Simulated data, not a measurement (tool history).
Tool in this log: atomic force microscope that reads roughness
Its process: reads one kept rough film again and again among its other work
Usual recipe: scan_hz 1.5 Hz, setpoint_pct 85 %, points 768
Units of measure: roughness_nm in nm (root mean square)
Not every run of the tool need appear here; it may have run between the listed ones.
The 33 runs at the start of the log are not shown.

Run 34, hour 652: usual settings but scan_hz 1.4 Hz, setpoint_pct 65 %, points 652. Result: roughness_nm 0.912 nm (root mean square).
Run 35, hour 679.3: usual settings but scan_hz 1.4 Hz, setpoint_pct 65 %, points 652. Result: roughness_nm 0.914 nm (root mean square).
Run 36, hour 692.9: usual settings but scan_hz 2.77 Hz, setpoint_pct 84 %. Result: roughness_nm 0.828 nm (root mean square).
Run 37, hour 719.5: usual settings but scan_hz 0.64 Hz, points 831. Result: roughness_nm 0.903 nm (root mean square).
Run 38, hour 735.5: usual settings but scan_hz 2.59 Hz, setpoint_pct 69 %, points 520. Result: roughness_nm 0.88 nm (root mean square).
Run 39, hour 754.8: usual settings but scan_hz 2.24 Hz, setpoint_pct 59 %, points 308. Result: roughness_nm 0.903 nm (root mean square).
Run 40, hour 776: usual settings but scan_hz 0.68 Hz, points 872. Result: roughness_nm 0.901 nm (root mean square).
Run 41, hour 790.9: usual settings but scan_hz 0.68 Hz, points 872. Result: roughness_nm 0.9 nm (root mean square).
Run 42, hour 806.4: usual settings but scan_hz 0.52 Hz, points 297. Result: roughness_nm 0.903 nm (root mean square).
Run 43, hour 832.7: usual settings but scan_hz 0.52 Hz, points 297. Result: roughness_nm 0.904 nm (root mean square).
Run 44, hour 844.3: usual settings but scan_hz 0.52 Hz, setpoint_pct 83 %, points 297. Result: roughness_nm 0.91 nm (root mean square).
At hour 859.1: new tip fitted.
Run 45, hour 865.1: usual settings but scan_hz 0.52 Hz, setpoint_pct 83 %, points 297. Result: roughness_nm 0.908 nm (root mean square).
Run 46, hour 890.2: usual settings but scan_hz 1.61 Hz, setpoint_pct 59 %, points 364. Result: roughness_nm 0.915 nm (root mean square).

Consider 5 possible next runs. They are alternatives, not a sequence: every one starts from the tool as it was left by run 46. What does each give?
Run A, hour 904.7: usual settings but scan_hz 1.33 Hz, setpoint_pct 60 %, points 364. Result: roughness_nm ?.
Run B, hour 904.7: usual settings but scan_hz 0.62 Hz, setpoint_pct 76 %, points 604. Result: roughness_nm ?.
Run C, hour 904.7: usual settings but scan_hz 1.17 Hz, setpoint_pct 76 %. Result: roughness_nm ?.
Run D, hour 904.7: usual settings but scan_hz 1.61 Hz, setpoint_pct 59 %, points 364. Result: roughness_nm ?.
Run E, hour 904.7: usual settings but scan_hz 1.61 Hz, setpoint_pct 59 %, points 829. Result: roughness_nm ?.

run  roughness_nm
  A         0.916
  B         0.916
  C         0.898
  D         0.914
  E         0.918
With no hidden state in the tool, these same runs would have given:
run  roughness_nm
  A         0.916
  B         0.916
  C         0.899
  D         0.914
  E         0.918
